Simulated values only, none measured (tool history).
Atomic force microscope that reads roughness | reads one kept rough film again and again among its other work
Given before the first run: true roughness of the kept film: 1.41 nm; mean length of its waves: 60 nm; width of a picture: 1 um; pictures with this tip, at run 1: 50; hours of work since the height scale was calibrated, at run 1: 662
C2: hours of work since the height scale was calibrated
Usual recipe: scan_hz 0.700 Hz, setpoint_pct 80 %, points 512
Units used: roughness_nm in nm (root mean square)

run 1 hour=0.0 | scan_hz=0.700 setpoint_pct=80 points=512 | pictures_with_this_tip=50 C2=662 | roughness_nm=1.349
run 2 hour=49.7 | scan_hz=2.513 setpoint_pct=80 points=512 | pictures_with_this_tip=133 C2=697 | roughness_nm=1.222
-- hour=67.5 new tip fitted
run 3 hour=97.9 | scan_hz=2.513 setpoint_pct=80 points=512 | pictures_with_this_tip=50 C2=730 | roughness_nm=1.234
run 4 hour=129.9 | scan_hz=2.513 setpoint_pct=80 points=495 | pictures_with_this_tip=104 C2=752 | roughness_nm=1.227
-- hour=162.8 new tip fitted
run 5 hour=175.8 | scan_hz=2.513 setpoint_pct=80 points=495 | pictures_with_this_tip=22 C2=784 | roughness_nm=1.234
run 6 hour=200.0 | scan_hz=0.700 setpoint_pct=80 points=489 | pictures_with_this_tip=62 C2=801 | roughness_nm=1.353
run 7 hour=227.3 | scan_hz=0.700 setpoint_pct=80 points=489 | pictures_with_this_tip=107 C2=820 | roughness_nm=1.343
-- hour=258.0 new tip fitted
run 8 hour=275.5 | scan_hz=0.700 setpoint_pct=80 points=489 | pictures_with_this_tip=29 C2=853 | roughness_nm=1.353
run 9 hour=317.7 | scan_hz=0.700 setpoint_pct=80 points=489 | pictures_with_this_tip=99 C2=882 | roughness_nm=1.346
-- hour=356.7 new tip fitted
run 10 hour=368.3 | scan_hz=2.281 setpoint_pct=80 points=512 | pictures_with_this_tip=19 C2=917 | roughness_nm=1.253
run 11 hour=412.0 | scan_hz=2.281 setpoint_pct=80 points=512 | pictures_with_this_tip=92 C2=947 | roughness_nm=1.244
run 12 hour=450.1 | scan_hz=2.281 setpoint_pct=80 points=512 | pictures_with_this_tip=155 C2=974 | roughness_nm=1.236
-- hour=455.3 new tip fitted
run 13 hour=492.0 | scan_hz=0.700 setpoint_pct=87 points=512 | pictures_with_this_tip=61 C2=1002 | roughness_nm=1.331
run 14 hour=515.4 | scan_hz=0.700 setpoint_pct=59 points=408 | pictures_with_this_tip=100 C2=1019 | roughness_nm=1.379
run 15 hour=539.5 | scan_hz=1.685 setpoint_pct=78 points=967 | pictures_with_this_tip=141 C2=1035 | roughness_nm=1.288
-- hour=552.3 new tip fitted
run 16 hour=588.5 | scan_hz=0.984 setpoint_pct=64 points=437 | pictures_with_this_tip=60 C2=1069 | roughness_nm=1.369
run 17 hour=630.2 | scan_hz=0.984 setpoint_pct=73 points=343 | pictures_with_this_tip=130 C2=1098 | roughness_nm=1.335
-- hour=648.5 new tip fitted
run 18 hour=677.8 | scan_hz=3.482 setpoint_pct=61 points=970 | pictures_with_this_tip=49 C2=1131 | roughness_nm=1.324
run 19 hour=700.9 | scan_hz=2.666 setpoint_pct=71 points=611 | pictures_with_this_tip=87 C2=1147 | roughness_nm=1.288
run 20 hour=732.4 | scan_hz=0.683 setpoint_pct=80 points=650 | pictures_with_this_tip=140 C2=1169 | roughness_nm=1.345
-- hour=744.7 new tip fitted
run 21 hour=781.6 | scan_hz=0.683 setpoint_pct=80 points=650 | pictures_with_this_tip=62 C2=1202 | roughness_nm=1.353
run 22 hour=817.7 | scan_hz=0.683 setpoint_pct=80 points=650 | pictures_with_this_tip=122 C2=1227 | roughness_nm=1.343
-- hour=842.7 new tip fitted
run 23 hour=851.3 | scan_hz=1.593 setpoint_pct=87 points=512 | pictures_with_this_tip=14 C2=1250 | roughness_nm=1.260
run 24 hour=901.0 | scan_hz=1.593 setpoint_pct=87 points=512 | pictures_with_this_tip=97 C2=1285 | roughness_nm=1.250
run 25 hour=923.0 | scan_hz=1.593 setpoint_pct=87 points=512 | pictures_with_this_tip=134 C2=1300 | roughness_nm=1.246

3 ways to go on from here, each from the tool as it stands after run 25. What would each give?
-- hour=939.3 new tip fitted
run A hour=950.3 | scan_hz=1.704 setpoint_pct=73 points=324 | pictures_with_this_tip=18 C2=1319 | roughness_nm=?
-- hour=939.3 new tip fitted
run B hour=950.3 | scan_hz=0.889 setpoint_pct=80 points=512 | pictures_with_this_tip=18 C2=1319 | roughness_nm=?
-- hour=939.3 new tip fitted
run C hour=950.3 | scan_hz=2.391 setpoint_pct=81 points=662 | pictures_with_this_tip=18 C2=1319 | roughness_nm=?

run=A roughness_nm=1.323
run=B roughness_nm=1.353
run=C roughness_nm=1.244
The same runs, with their run-to-run variation unchanged, on a tool lacking any hidden condition would have given:
run=A roughness_nm=1.309
run=B roughness_nm=1.339
run=C roughness_nm=1.231

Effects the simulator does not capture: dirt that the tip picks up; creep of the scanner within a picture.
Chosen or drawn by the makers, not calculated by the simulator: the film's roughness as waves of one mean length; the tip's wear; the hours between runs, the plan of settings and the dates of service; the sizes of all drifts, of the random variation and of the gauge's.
